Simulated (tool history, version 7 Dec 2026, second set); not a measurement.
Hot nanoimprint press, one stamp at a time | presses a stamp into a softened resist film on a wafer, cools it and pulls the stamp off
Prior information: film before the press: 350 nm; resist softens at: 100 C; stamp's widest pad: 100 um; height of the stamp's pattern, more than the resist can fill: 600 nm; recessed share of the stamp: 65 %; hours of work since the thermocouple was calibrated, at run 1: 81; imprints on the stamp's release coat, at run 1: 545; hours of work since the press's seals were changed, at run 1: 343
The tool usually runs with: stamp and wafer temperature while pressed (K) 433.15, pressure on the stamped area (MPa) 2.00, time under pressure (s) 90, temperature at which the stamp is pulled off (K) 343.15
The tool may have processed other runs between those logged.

| run | hour | stamp and wafer temperature while pressed (K) | pressure on the stamped area (MPa) | time under pressure (s) | temperature at which the stamp is pulled off (K) | hours of work since the thermocouple was calibrated | imprints on the stamp's release coat | hours of work since the press's seals were changed | resist left under the stamp's widest pad (Å) | greatest force while the stamp is pulled off (N) |
|---|---|---|---|---|---|---|---|---|---|---|
| 1 | 0.0 | 433.15 | 2.00 | 90 | 343.15 | 81 | 545 | 343 | 1391 | 148 |
| 2 | 40.4 | 433.15 | 2.72 | 90 | 343.15 | 107 | 722 | 369 | 1183 | 148 |
| 3 | 74.1 | 433.15 | 2.72 | 90 | 343.15 | 129 | 870 | 391 | 1184 | 158 |
| 4 | 119.8 | 433.15 | 2.72 | 90 | 343.15 | 158 | 1070 | 421 | 1174 | 155 |
| 5 | 161.4 | 424.15 | 2.00 | 90 | 343.15 | 185 | 1252 | 448 | 2225 | 163 |
| 6 | 203.6 | 424.15 | 2.00 | 90 | 343.15 | 213 | 1438 | 475 | 2208 | 163 |
| 7 | 233.3 | 424.15 | 2.00 | 90 | 343.15 | 232 | 1568 | 495 | 2217 | 163 |
| 8 | 273.9 | 424.15 | 2.00 | 90 | 343.15 | 258 | 1746 | 521 | 2190 | 169 |
| 9 | 321.0 | 433.15 | 2.00 | 117 | 343.15 | 289 | 1952 | 551 | 1222 | 168 |
| 10 | 354.0 | 433.15 | 2.00 | 90 | 343.15 | 310 | 2096 | 573 | 1347 | 183 |
|  | 396.6 | stamp cleaned and given a new release coat |
| 11 | 407.1 | 433.15 | 2.96 | 90 | 343.15 | 341 | 46 | 603 | 1106 | 137 |
| 12 | 434.4 | 428.15 | 2.00 | 104 | 328.15 | 358 | 165 | 621 | 1684 | 192 |
| 13 | 473.3 | 428.15 | 2.00 | 104 | 328.15 | 384 | 336 | 646 | 1685 | 198 |
| 14 | 505.1 | 433.15 | 2.68 | 90 | 350.15 | 404 | 475 | 667 | 1156 | 114 |
| 15 | 545.0 | 433.15 | 2.68 | 90 | 350.15 | 430 | 650 | 693 | 1143 | 123 |
|  | 551.3 | plate thermocouple calibrated |
| 16 | 593.7 | 433.15 | 2.68 | 90 | 350.15 | 27 | 850 | 722 | 1104 | 118 |
| 17 | 622.2 | 435.15 | 1.36 | 53 | 337.15 | 46 | 975 | 741 | 1692 | 174 |
|  | 650.5 | plate thermocouple calibrated, once more |
| 18 | 656.4 | 433.15 | 1.40 | 90 | 343.15 | 4 | 1112 | 761 | 1672 | 162 |
| 19 | 703.5 | 427.15 | 2.20 | 159 | 333.15 | 34 | 1319 | 792 | 1535 | 201 |
| 20 | 731.3 | 427.15 | 2.20 | 159 | 336.15 | 52 | 1440 | 810 | 1534 | 200 |
| 21 | 766.1 | 427.15 | 2.20 | 159 | 336.15 | 75 | 1593 | 832 | 1517 | 196 |
|  | 777.9 | press's hydraulic seals changed and the load cell set to zero |
| 22 | 793.2 | 427.15 | 2.20 | 159 | 336.15 | 87 | 1677 | 10 | 1493 | 194 |

Take each entry between the runs: how does the hidden state at the last listed run before it differ from the hidden state at the first listed run after it?
Between runs 10 and 11: stamp cleaned and given a new release coat (hour 396.6)
  true temperature over the reading, C: 0.76 -> 0.85; pressure that arrives at the usual setting, %: 97.26 -> 97.11; grip of the stamp's worn release coat, % over a new coat's: 32.3 -> 0.7
  measured value less the no-hidden-state value, resist left under the stamp's widest pad (Å): -39 -> -29; greatest force while the stamp is pulled off (N): +42 -> -2
Between runs 15 and 16: plate thermocouple calibrated (hour 551.3)
  true temperature over the reading, C: 1.07 -> 1.77; pressure that arrives at the usual setting, %: 96.7 -> 96.55; grip of the stamp's worn release coat, % over a new coat's: 9.8 -> 12.9
  measured value less the no-hidden-state value, resist left under the stamp's widest pad (Å): -44 -> -88; greatest force while the stamp is pulled off (N): +7 -> +8
Between runs 17 and 18: plate thermocouple calibrated, once more (hour 650.5)
  true temperature over the reading, C: 1.82 -> 0.18; pressure that arrives at the usual setting, %: 96.47 -> 96.38; grip of the stamp's worn release coat, % over a new coat's: 14.8 -> 16.9
  measured value less the no-hidden-state value, resist left under the stamp's widest pad (Å): -135 -> +5; greatest force while the stamp is pulled off (N): +16 -> +23
Between runs 21 and 22: press's hydraulic seals changed and the load cell set to zero (hour 777.9)
  true temperature over the reading, C: 0.37 -> 0.4; pressure that arrives at the usual setting, %: 96.05 -> 99.58; grip of the stamp's worn release coat, % over a new coat's: 24.4 -> 25.7
  measured value less the no-hidden-state value, resist left under the stamp's widest pad (Å): +0 -> -32; greatest force while the stamp is pulled off (N): +38 -> +38

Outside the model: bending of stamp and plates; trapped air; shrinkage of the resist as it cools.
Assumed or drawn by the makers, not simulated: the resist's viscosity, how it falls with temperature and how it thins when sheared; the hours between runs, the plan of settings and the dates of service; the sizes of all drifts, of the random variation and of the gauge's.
